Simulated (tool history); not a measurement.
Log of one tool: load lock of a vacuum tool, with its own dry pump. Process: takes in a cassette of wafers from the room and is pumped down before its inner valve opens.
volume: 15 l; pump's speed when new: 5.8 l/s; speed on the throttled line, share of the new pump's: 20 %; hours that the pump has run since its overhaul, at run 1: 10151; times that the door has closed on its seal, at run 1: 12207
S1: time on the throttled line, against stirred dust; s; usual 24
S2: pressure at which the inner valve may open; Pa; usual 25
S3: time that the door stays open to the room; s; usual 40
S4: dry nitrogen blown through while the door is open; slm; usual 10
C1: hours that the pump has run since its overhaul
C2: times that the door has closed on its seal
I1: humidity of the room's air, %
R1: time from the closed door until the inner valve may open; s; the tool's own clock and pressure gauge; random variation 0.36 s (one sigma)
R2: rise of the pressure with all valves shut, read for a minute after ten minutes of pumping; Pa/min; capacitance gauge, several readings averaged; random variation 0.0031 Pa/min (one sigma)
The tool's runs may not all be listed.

| run | day | S1 | S2 | S3 | S4 | C1 | C2 | I1 | R1 | R2 |
|---|---|---|---|---|---|---|---|---|---|---|
| 1 | 0.000 | 24 | 25 | 40 | 10 | 10151 | 12207 | 43.1 | 43.4 | 0.193 |
| 2 | 4.775 | 37 | 25 | 40 | 10 | 10266 | 12359 | 43.6 | 53.1 | 0.197 |
| 3 | 13.517 | 24 | 25 | 82 | 10 | 10475 | 12637 | 45.7 | 44.1 | 0.225 |
| 4 | 23.646 | 24 | 25 | 82 | 10 | 10719 | 12958 | 48.1 | 43.5 | 0.238 |
| 5 | 28.262 | 24 | 25 | 82 | 10 | 10829 | 13105 | 43.5 | 43.2 | 0.232 |
| 6 | 34.571 | 24 | 25 | 82 | 10 | 10981 | 13306 | 45.6 | 43.4 | 0.247 |
| 7 | 40.696 | 24 | 25 | 82 | 10 | 11128 | 13500 | 44.7 | 44.2 | 0.242 |
| 8 | 50.179 | 24 | 25 | 82 | 10 | 11355 | 13802 | 47.5 | 43.3 | 0.252 |
| 9 | 55.621 | 24 | 25 | 82 | 10 | 11486 | 13974 | 45.0 | 43.3 | 0.248 |
| 10 | 61.546 | 24 | 25 | 135 | 10 | 11628 | 14163 | 46.7 | 44.0 | 0.297 |
| 11 | 68.708 | 24 | 25 | 135 | 10 | 11800 | 14390 | 44.4 | 44.2 | 0.282 |
| 12 | 75.754 | 24 | 25 | 63 | 10 | 11969 | 14614 | 45.8 | 43.7 | 0.247 |
| 13 | 79.971 | 24 | 25 | 63 | 10 | 12070 | 14748 | 45.2 | 43.6 | 0.252 |
| 14 | 88.075 | 24 | 25 | 63 | 10 | 12265 | 15005 | 48.3 | 44.3 | 0.262 |
| 15 | 97.925 | 24 | 25 | 63 | 10 | 12501 | 15318 | 41.9 | 44.2 | 0.258 |
|  | 106.025 | dry pump taken out, an overhauled one fitted |
| 16 | 106.196 | 24 | 25 | 63 | 10 | 4 | 15573 | 45.1 | 40.2 | 0.269 |
| 17 | 115.212 | 24 | 25 | 40 | 10 | 220 | 15860 | 44.0 | 40.6 | 0.259 |
| 18 | 124.208 | 24 | 25 | 40 | 10 | 436 | 16146 | 42.1 | 41.5 | 0.254 |
| 19 | 131.621 | 24 | 25 | 118 | 8 | 614 | 16381 | 42.7 | 41.0 | 0.318 |
| 20 | 136.158 | 48 | 25 | 26 | 8 | 723 | 16525 | 46.6 | 60.1 | 0.252 |
| 21 | 145.658 | 24 | 19 | 68 | 10 | 951 | 16827 | 47.9 | 41.6 | 0.294 |
| 22 | 150.321 | 27 | 20 | 38 | 9 | 1063 | 16975 | 43.0 | 43.6 | 0.274 |
| 23 | 154.504 | 33 | 25 | 50 | 19 | 1163 | 17108 | 45.7 | 48.8 | 0.275 |
| 24 | 163.517 | 33 | 25 | 50 | 19 | 1380 | 17395 | 41.8 | 48.4 | 0.272 |
| 25 | 172.162 | 20 | 25 | 40 | 10 | 1587 | 17669 | 44.6 | 38.1 | 0.292 |
| 26 | 181.121 | 20 | 25 | 61 | 10 | 1802 | 17954 | 46.1 | 38.3 | 0.316 |
| 27 | 191.221 | 13 | 36 | 61 | 10 | 2045 | 18275 | 44.9 | 31.9 | 0.323 |
| 28 | 196.092 | 13 | 36 | 61 | 10 | 2162 | 18430 | 47.7 | 31.6 | 0.324 |
| 29 | 202.204 | 37 | 25 | 40 | 16 | 2308 | 18624 | 44.4 | 51.5 | 0.295 |
| 30 | 209.621 | 33 | 25 | 40 | 32 | 2486 | 18860 | 48.5 | 49.1 | 0.284 |
| 31 | 217.888 | 33 | 33 | 92 | 11 | 2685 | 19122 | 47.5 | 48.2 | 0.344 |
| 32 | 226.650 | 33 | 33 | 92 | 11 | 2895 | 19401 | 45.1 | 47.9 | 0.353 |
| 33 | 232.567 | 33 | 33 | 92 | 11 | 3037 | 19589 | 48.5 | 47.5 | 0.372 |
| 34 | 240.483 | 44 | 19 | 40 | 5 | 3227 | 19840 | 43.1 | 58.3 | 0.341 |
| 35 | 248.942 | 42 | 25 | 40 | 38 | 3430 | 20109 | 47.2 | 55.7 | 0.314 |
| 36 | 259.050 | 32 | 20 | 25 | 4 | 3673 | 20430 | 42.6 | 49.2 | 0.341 |

Forecast each of these 4 alternatives for the next run:
| A | 269.000 | 24 | 20 | 123 | 14 | 3911 | 20746 | 44.8 | ? | ? |
| B | 269.000 | 27 | 25 | 70 | 4 | 3911 | 20746 | 47.7 | ? | ? |
| C | 269.000 | 24 | 28 | 50 | 32 | 3911 | 20746 | 44.3 | ? | ? |
| D | 269.000 | 32 | 20 | 100 | 4 | 3911 | 20746 | 45.4 | ? | ? |

| run | R1 | R2 |
|---|---|---|
| A | 42.4 | 0.384 |
| B | 44.4 | 0.387 |
| C | 41.8 | 0.329 |
| D | 48.7 | 0.402 |
Without the tool's hidden state the same runs would have given:
| run | R1 | R2 |
|---|---|---|
| A | 41.3 | 0.102 |
| B | 43.4 | 0.105 |
| C | 40.8 | 0.044 |
| D | 47.8 | 0.120 |
